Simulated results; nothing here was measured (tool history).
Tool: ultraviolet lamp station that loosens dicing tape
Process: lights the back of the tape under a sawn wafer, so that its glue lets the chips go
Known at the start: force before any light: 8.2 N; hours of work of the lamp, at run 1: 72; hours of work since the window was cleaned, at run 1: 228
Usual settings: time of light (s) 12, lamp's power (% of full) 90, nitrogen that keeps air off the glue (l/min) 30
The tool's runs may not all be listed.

run	day	time of light (s)	lamp's power (% of full)	nitrogen that keeps air off the glue (l/min)	hours of work of the lamp	hours of work since the window was cleaned	force that peels the tape off (N)	light that reached the tape (mJ/cm²)
1	0	12	90	30	72	228	0.609	268
2	0.946	12	76	30	87	242	0.898	227
3	1.912	12	76	30	101	256	0.89	224
4	2.688	12	76	30	113	268	0.906	230
5	3.667	12	76	30	128	283	0.875	234
6	4.846	12	76	30	145	301	0.904	228
7	5.454	12	76	30	155	310	0.896	224
8	6.521	9	90	30	171	326	1.123	204
9	7.529	9	90	30	186	341	1.122	203
10	8.346	9	90	30	198	353	1.107	199
11	9.054	16	90	30	209	364	0.336	359
# day 9.275: window cleaned of glue's vapour
12	10.217	18	90	30	226	14	0.261	407
13	10.892	18	90	30	236	24	0.267	407
14	12.083	12	71	34	254	42	0.917	211
15	13.271	16	90	39	272	60	0.28	359
16	14.504	24	90	30	291	79	0.18	539
17	15.217	24	90	30	302	90	0.177	538
18	16.233	7	83	49	317	105	1.552	148
19	17.117	12	81	11	330	118	1.457	243

Forecast run 20:
20	17.946	22	79	11	343	131	?	?

Run 20 gave force that peels the tape off (N) 0.459, light that reached the tape (mJ/cm²) 435.
Without the tool's hidden state the same run would have given force that peels the tape off (N) 0.458, light that reached the tape (mJ/cm²) 435.

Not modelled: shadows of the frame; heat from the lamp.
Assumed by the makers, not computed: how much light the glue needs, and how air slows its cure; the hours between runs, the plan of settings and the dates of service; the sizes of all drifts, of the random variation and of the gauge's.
